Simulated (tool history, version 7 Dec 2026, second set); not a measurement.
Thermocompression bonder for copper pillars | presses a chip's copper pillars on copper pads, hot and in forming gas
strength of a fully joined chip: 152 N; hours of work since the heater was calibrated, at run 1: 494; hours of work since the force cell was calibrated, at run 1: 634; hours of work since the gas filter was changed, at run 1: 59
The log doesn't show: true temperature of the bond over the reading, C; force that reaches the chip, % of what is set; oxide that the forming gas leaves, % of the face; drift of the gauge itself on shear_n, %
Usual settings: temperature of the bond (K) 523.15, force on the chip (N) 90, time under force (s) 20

run	hour	temperature of the bond (K)	force on the chip (N)	time under force (s)	hours of work since the heater was calibrated	hours of work since the force cell was calibrated	hours of work since the gas filter was changed	force that shears a chip off (N)
1	0	523.15	90	20	494	634	59	54.6
2	26.6	523.15	90	20	512	653	78	53.8
# hour 46.5: heater calibrated with a thermocouple chip
3	53.9	523.15	90	20	5	671	96	62
4	67.1	523.15	90	20	15	680	105	63.2
5	78.3	523.15	90	20	23	688	113	61.6
6	99.4	523.15	90	20	37	703	128	61.1
7	121.6	523.15	69	20	53	719	144	51.3
8	146.7	523.15	69	48	71	736	162	70.8
9	172.5	523.15	69	48	89	755	180	69.9
10	188.7	523.15	60	20	101	766	191	45.8
11	211.5	523.15	90	24	117	782	207	62.7
12	232.3	511.15	65	12	132	797	222	31.4
13	250.2	500.15	90	18	144	810	235	38.1
14	270.5	540.15	104	28	159	824	249	85.1
15	283.6	509.15	65	31	168	833	259	44.2
# hour 301.4: forming gas filter changed
16	303	509.15	65	31	181	847	1	46.5
17	325	504.15	128	13	197	862	17	47.6
18	344.4	544.15	74	57	211	876	30	98.2
19	360.2	523.15	81	16	222	887	42	51.3
20	378.6	508.15	81	28	235	900	55	49.7
21	390.6	508.15	81	28	244	909	63	48.7
22	403.8	508.15	81	28	253	918	73	48.9

4 ways to go on from here, each from the tool as it stands after run 22. What would each give?
A	417.6	523.15	54	20	263	928	82	?
B	417.6	528.15	81	28	263	928	82	?
C	417.6	549.15	59	35	263	928	82	?
D	417.6	513.15	90	20	263	928	82	?

run	force that shears a chip off (N)
A	41.9
B	66.7
C	77.2
D	50.1
Without the tool's hidden state the same runs would have given:
run	force that shears a chip off (N)
A	45.5
B	71.8
C	82.4
D	54.4
